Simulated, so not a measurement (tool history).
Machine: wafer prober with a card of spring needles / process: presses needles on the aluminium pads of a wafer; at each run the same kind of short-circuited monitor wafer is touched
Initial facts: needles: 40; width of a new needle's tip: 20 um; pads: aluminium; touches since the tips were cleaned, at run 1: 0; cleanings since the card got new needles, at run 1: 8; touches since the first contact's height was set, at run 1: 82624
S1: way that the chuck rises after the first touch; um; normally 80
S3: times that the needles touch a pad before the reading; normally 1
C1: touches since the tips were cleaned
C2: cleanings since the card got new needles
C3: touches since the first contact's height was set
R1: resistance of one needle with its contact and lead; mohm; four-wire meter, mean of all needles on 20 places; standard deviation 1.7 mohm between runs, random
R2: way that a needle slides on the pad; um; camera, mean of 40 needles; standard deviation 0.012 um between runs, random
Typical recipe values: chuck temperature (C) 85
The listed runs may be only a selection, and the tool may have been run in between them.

run 1 hour=0 | S1=80 chuck_temperature_(C)=85 S3=1 | C1=0 C2=8 C3=82624 | R1=165 R2=11.15
run 2 hour=15.1 | S1=80 chuck_temperature_(C)=38 S3=1 | C1=7393 C2=8 C3=90017 | R1=156 R2=11.19
-- hour=17.9 tips cleaned on abrasive film
run 3 hour=29.9 | S1=80 chuck_temperature_(C)=85 S3=1 | C1=5847 C2=9 C3=97186 | R1=166 R2=11.12
-- hour=36.4 tips cleaned on abrasive film
run 4 hour=38.3 | S1=80 chuck_temperature_(C)=85 S3=1 | C1=931 C2=10 C3=101263 | R1=165 R2=11.17
run 5 hour=48.7 | S1=69 chuck_temperature_(C)=85 S3=1 | C1=5993 C2=10 C3=106325 | R1=174 R2=9.64
-- hour=54.6 tips cleaned on abrasive film
run 6 hour=58.6 | S1=80 chuck_temperature_(C)=45 S3=1 | C1=1917 C2=11 C3=111086 | R1=158 R2=11.16
-- hour=62.5 height of the first contact set anew
run 7 hour=68.2 | S1=92 chuck_temperature_(C)=45 S3=1 | C1=6489 C2=11 C3=2792 | R1=151 R2=12.82
-- hour=73.1 tips cleaned on abrasive film
run 8 hour=75.5 | S1=80 chuck_temperature_(C)=85 S3=1 | C1=1174 C2=12 C3=6325 | R1=166 R2=11.17
run 9 hour=85.8 | S1=80 chuck_temperature_(C)=85 S3=1 | C1=6202 C2=12 C3=11353 | R1=167 R2=11.17
-- hour=91.4 tips cleaned on abrasive film
run 10 hour=100.2 | S1=80 chuck_temperature_(C)=85 S3=1 | C1=4314 C2=13 C3=18330 | R1=164 R2=11.18
-- hour=109.8 tips cleaned on abrasive film
run 11 hour=114.8 | S1=80 chuck_temperature_(C)=42 S3=1 | C1=2413 C2=14 C3=25389 | R1=157 R2=11.18
-- hour=128 tips cleaned on abrasive film
run 12 hour=129.5 | S1=80 chuck_temperature_(C)=42 S3=1 | C1=738 C2=15 C3=32567 | R1=156 R2=11.18
run 13 hour=142.8 | S1=80 chuck_temperature_(C)=42 S3=1 | C1=7194 C2=15 C3=39023 | R1=155 R2=11.18
-- hour=146 tips cleaned on abrasive film
run 14 hour=156.3 | S1=80 chuck_temperature_(C)=42 S3=1 | C1=4995 C2=16 C3=45570 | R1=156 R2=11.17
-- hour=163.7 tips cleaned on abrasive film
run 15 hour=168.7 | S1=80 chuck_temperature_(C)=85 S3=1 | C1=2403 C2=17 C3=51578 | R1=163 R2=11.16
run 16 hour=175.1 | S1=75 chuck_temperature_(C)=85 S3=1 | C1=5548 C2=17 C3=54723 | R1=166 R2=10.48
-- hour=181.6 tips cleaned on abrasive film
run 17 hour=187.6 | S1=75 chuck_temperature_(C)=85 S3=1 | C1=2930 C2=18 C3=60801 | R1=165 R2=10.5
run 18 hour=198.8 | S1=65 chuck_temperature_(C)=55 S3=3 | C1=8386 C2=18 C3=66257 | R1=166 R2=9.1
-- hour=199.7 tips cleaned on abrasive film
run 19 hour=212.9 | S1=63 chuck_temperature_(C)=62 S3=3 | C1=6446 C2=19 C3=73082 | R1=168 R2=8.84
-- hour=218.1 tips cleaned on abrasive film
run 20 hour=226.4 | S1=76 chuck_temperature_(C)=94 S3=3 | C1=4056 C2=20 C3=79637 | R1=170 R2=10.66
-- hour=236.3 tips cleaned on abrasive film
run 21 hour=236.4 | S1=64 chuck_temperature_(C)=79 S3=1 | C1=31 C2=21 C3=84480 | R1=171 R2=8.97
run 22 hour=243.2 | S1=75 chuck_temperature_(C)=84 S3=1 | C1=3378 C2=21 C3=87827 | R1=166 R2=10.51
run 23 hour=251.8 | S1=78 chuck_temperature_(C)=85 S3=2 | C1=7578 C2=21 C3=92027 | R1=166 R2=10.93
-- hour=254 tips cleaned on abrasive film
run 24 hour=266.3 | S1=61 chuck_temperature_(C)=55 S3=2 | C1=5987 C2=22 C3=99041 | R1=168 R2=8.55
-- hour=271.3 gauge calibrated
-- hour=272.8 tips cleaned on abrasive film
run 25 hour=279.4 | S1=75 chuck_temperature_(C)=27 S3=2 | C1=3253 C2=23 C3=105411 | R1=154 R2=10.45
run 26 hour=289.6 | S1=75 chuck_temperature_(C)=35 S3=2 | C1=8245 C2=23 C3=110403 | R1=159 R2=10.48
-- hour=290.9 tips cleaned on abrasive film
-- hour=294.3 height of the first contact set anew
run 27 hour=304.4 | S1=80 chuck_temperature_(C)=67 S3=1 | C1=6473 C2=24 C3=4955 | R1=158 R2=11.14
-- hour=309.1 tips cleaned on abrasive film
run 28 hour=318 | S1=71 chuck_temperature_(C)=85 S3=1 | C1=4334 C2=25 C3=11520 | R1=172 R2=9.89
-- hour=326.9 tips cleaned on abrasive film
run 29 hour=333.3 | S1=63 chuck_temperature_(C)=27 S3=1 | C1=3142 C2=26 C3=18961 | R1=164 R2=8.79
-- hour=344.7 tips cleaned on abrasive film
run 30 hour=348.7 | S1=63 chuck_temperature_(C)=27 S3=1 | C1=1954 C2=27 C3=26426 | R1=161 R2=8.8
run 31 hour=355.7 | S1=66 chuck_temperature_(C)=85 S3=2 | C1=5400 C2=27 C3=29872 | R1=173 R2=9.22
-- hour=362.7 tips cleaned on abrasive film
run 32 hour=364.6 | S1=66 chuck_temperature_(C)=85 S3=2 | C1=936 C2=28 C3=34137 | R1=172 R2=9.22
run 33 hour=379.2 | S1=80 chuck_temperature_(C)=85 S3=3 | C1=8102 C2=28 C3=41303 | R1=165 R2=11.18
-- hour=380.6 tips cleaned on abrasive film
run 34 hour=385.6 | S1=65 chuck_temperature_(C)=50 S3=1 | C1=2485 C2=29 C3=44383 | R1=165 R2=9.07

For each run, the measured value with the value that run would have given without the tool's hidden condition subtracted. The run-to-run variation is shared by both, the gauge scatter possibly not:
Hidden state at play: debris on the tips, nm; way that the needles fall short of the set height, um; tips' diameter, um; drift of the gauge itself on contact_mohm, %; drift of the gauge itself on scrub_um, %.
run=1 R2=+0
run=2 R2=+0.01
run=3 R2=+0.01
run=4 R2=+0.01
run=5 R2=+0.01
run=6 R2=+0.02
run=7 R2=+0.02
run=8 R2=+0.02
run=9 R2=+0.03
run=10 R2=+0.03
run=11 R2=+0.03
run=12 R2=+0.04
run=13 R2=+0.04
run=14 R2=+0.04
run=15 R2=+0.04
run=16 R2=+0.04
run=17 R2=+0.04
run=18 R2=+0.04
run=19 R2=+0.05
run=20 R2=+0.06
run=21 R2=+0.05
run=22 R2=+0.06
run=23 R2=+0.07
run=24 R2=+0.06
run=25 R2=+0.01
run=26 R2=+0.01
run=27 R2=+0.01
run=28 R2=+0.01
run=29 R2=+0.01
run=30 R2=+0.01
run=31 R2=+0.02
run=32 R2=+0.02
run=33 R2=+0.03
run=34 R2=+0.03
R1 without the hidden state stays within 1 mohm of what was measured, in all runs.

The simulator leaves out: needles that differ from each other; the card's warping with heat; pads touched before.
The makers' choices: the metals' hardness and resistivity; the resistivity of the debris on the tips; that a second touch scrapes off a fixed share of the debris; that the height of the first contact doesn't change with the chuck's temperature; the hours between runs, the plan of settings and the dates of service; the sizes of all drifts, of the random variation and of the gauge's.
